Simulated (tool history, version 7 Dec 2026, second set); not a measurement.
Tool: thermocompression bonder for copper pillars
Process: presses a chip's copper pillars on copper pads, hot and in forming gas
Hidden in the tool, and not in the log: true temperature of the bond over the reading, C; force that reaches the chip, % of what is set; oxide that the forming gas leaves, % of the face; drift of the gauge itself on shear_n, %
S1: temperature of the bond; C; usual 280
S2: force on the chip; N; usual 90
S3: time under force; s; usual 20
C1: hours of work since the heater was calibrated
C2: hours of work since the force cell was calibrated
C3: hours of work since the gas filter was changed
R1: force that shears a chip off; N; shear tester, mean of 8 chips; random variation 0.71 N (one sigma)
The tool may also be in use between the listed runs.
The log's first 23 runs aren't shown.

run	hour	S1	S2	S3	C1	C2	C3	R1
24	1254.2	304	88	30	917	1370	85	71.5
25	1330.2	286	90	17	949	1402	117	48.9
26	1402.9	266	62	39	979	1432	148	41.7
27	1477.9	269	76	39	1011	1464	179	46.7
28	1552.4	269	76	39	1042	1495	211	46.1
# hour 1577.1: forming gas filter changed
29	1634.9	269	76	39	1077	1530	24	50.8
30	1682.8	295	79	20	1097	1550	44	56.4
31	1743.6	292	65	26	1122	1575	70	53.6

3 ways to go on from here, each from the tool as it stands after run 31. What would each give?
A	1809.4	285	90	20	1150	1603	97	?
B	1809.4	292	114	26	1150	1603	97	?
C	1809.4	292	65	19	1150	1603	97	?

run	R1
A	51.3
B	65.2
C	49.9
Without the tool's hidden state the same runs would have given:
run	R1
A	60
B	73.7
C	58.4
